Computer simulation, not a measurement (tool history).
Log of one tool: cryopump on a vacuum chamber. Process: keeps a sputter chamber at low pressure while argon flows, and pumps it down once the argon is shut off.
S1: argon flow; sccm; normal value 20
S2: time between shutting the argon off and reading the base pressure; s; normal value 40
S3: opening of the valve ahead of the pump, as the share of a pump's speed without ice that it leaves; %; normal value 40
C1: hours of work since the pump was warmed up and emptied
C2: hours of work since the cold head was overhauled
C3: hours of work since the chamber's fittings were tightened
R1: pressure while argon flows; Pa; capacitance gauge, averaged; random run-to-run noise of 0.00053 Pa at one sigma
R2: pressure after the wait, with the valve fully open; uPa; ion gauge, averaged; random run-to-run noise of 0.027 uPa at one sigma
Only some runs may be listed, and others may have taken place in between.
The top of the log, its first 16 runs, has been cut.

run	hour	S1	S2	S3	C1	C2	C3	R1	R2
17	273.4	28	40	40	435	435	589	0.1000	1.53
18	287.9	19	20	25	443	443	597	0.1060	2.55
19	304.0	34	36	39	453	453	606	0.1241	1.64
20	320.7	10	59	36	462	462	616	0.0393	1.24
21	333.5	21	144	40	469	469	623	0.0756	0.94
22	357.5	20	92	40	483	483	637	0.0727	1.07
23	373.2	13	25	16	492	492	646	0.1124	2.20
24	395.1	13	25	16	505	505	658	0.1126	2.20
25	418.4	13	68	26	518	518	672	0.0708	1.22
26	429.4	20	115	36	524	524	678	0.0811	1.00
27	441.0	10	28	40	531	531	685	0.0368	2.04
28	463.2	12	293	15	544	544	697	0.1110	0.81
29	475.3	12	293	15	551	551	704	0.1104	0.82
30	486.6	22	158	20	557	557	711	0.1542	0.89
# hour 497.2: pump warmed up, emptied and cooled again
31	510.6	23	21	20	8	568	722	0.1542	2.33

Run 32 has not been measured yet. What should we expect?
32	530.3	10	23	21	19	579	733	?	?

Run 32 produced R1 0.0638 Pa, R2 2.26 uPa.
Minus the tool's unlogged condition, the same run would have read R1 0.0635 Pa, R2 1.93 uPa.
